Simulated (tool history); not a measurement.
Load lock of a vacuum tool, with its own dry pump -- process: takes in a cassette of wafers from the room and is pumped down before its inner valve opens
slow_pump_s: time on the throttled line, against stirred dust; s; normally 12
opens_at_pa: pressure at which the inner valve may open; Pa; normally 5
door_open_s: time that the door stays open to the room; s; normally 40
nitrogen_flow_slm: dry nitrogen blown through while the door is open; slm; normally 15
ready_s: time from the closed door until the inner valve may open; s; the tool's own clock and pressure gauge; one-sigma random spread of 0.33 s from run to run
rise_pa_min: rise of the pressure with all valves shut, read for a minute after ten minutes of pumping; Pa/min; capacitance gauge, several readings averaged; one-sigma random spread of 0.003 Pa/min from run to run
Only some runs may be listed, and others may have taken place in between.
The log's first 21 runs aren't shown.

| run | day | slow_pump_s | opens_at_pa | door_open_s | nitrogen_flow_slm | hours that the pump has run since its overhaul | times that the door has closed on its seal | incoming humidity of the room's air, % | ready_s | rise_pa_min |
|---|---|---|---|---|---|---|---|---|---|---|
| 22 | 152.921 | 19 | 9 | 40 | 44 | 7726 | 18635 | 44 | 27.4 | 0.195 |
| 23 | 162.175 | 19 | 9 | 40 | 44 | 7949 | 18937 | 44.3 | 26.9 | 0.195 |
| 24 | 167.012 | 19 | 6 | 40 | 15 | 8065 | 19095 | 42.8 | 28.4 | 0.216 |
| 25 | 174.342 | 19 | 6 | 40 | 15 | 8241 | 19334 | 43 | 28.8 | 0.219 |
| 26 | 179.8 | 12 | 5 | 40 | 25 | 8372 | 19512 | 42 | 23.7 | 0.213 |
| 27 | 188.421 | 6 | 8 | 154 | 38 | 8578 | 19793 | 45.3 | 18.2 | 0.23 |
| 28 | 198.771 | 6 | 8 | 154 | 38 | 8827 | 20130 | 47 | 18.7 | 0.237 |
| 29 | 204.354 | 17 | 5 | 40 | 15 | 8961 | 20312 | 44.4 | 27.5 | 0.24 |
| 30 | 211.179 | 12 | 10 | 48 | 15 | 9125 | 20535 | 47.7 | 22.2 | 0.247 |
| 31 | 216.021 | 12 | 5 | 41 | 15 | 9241 | 20693 | 41.8 | 23.3 | 0.248 |
| 32 | 226.175 | 22 | 8 | 39 | 38 | 9485 | 21024 | 45.9 | 29.6 | 0.235 |
| 33 | 235.396 | 13 | 4 | 40 | 7 | 9706 | 21325 | 45.1 | 24.5 | 0.277 |
| 34 | 246.1 | 13 | 4 | 40 | 7 | 9963 | 21674 | 44.3 | 25.4 | 0.276 |
| 35 | 254.338 | 13 | 4 | 40 | 7 | 10160 | 21942 | 46.7 | 25.1 | 0.283 |
| 36 | 262.604 | 13 | 4 | 40 | 7 | 10359 | 22212 | 46.1 | 25.4 | 0.286 |
| 37 | 271.95 | 13 | 4 | 40 | 20 | 10583 | 22517 | 43.1 | 25.1 | 0.262 |

Branching from run 37: 3 alternative next runs. What would each branch give?
| A | 279.2 | 13 | 10 | 137 | 38 | 10757 | 22753 | 44 | ? | ? |
| B | 279.2 | 13 | 4 | 32 | 20 | 10757 | 22753 | 44.4 | ? | ? |
| C | 279.2 | 13 | 7 | 61 | 9 | 10757 | 22753 | 43.8 | ? | ? |

| run | ready_s | rise_pa_min |
|---|---|---|
| A | 24 | 0.273 |
| B | 25.1 | 0.262 |
| C | 24 | 0.298 |
With no hidden state in the tool, these same runs would have given:
| run | ready_s | rise_pa_min |
|---|---|---|
| A | 22.1 | 0.041 |
| B | 22.9 | 0.036 |
| C | 22 | 0.065 |
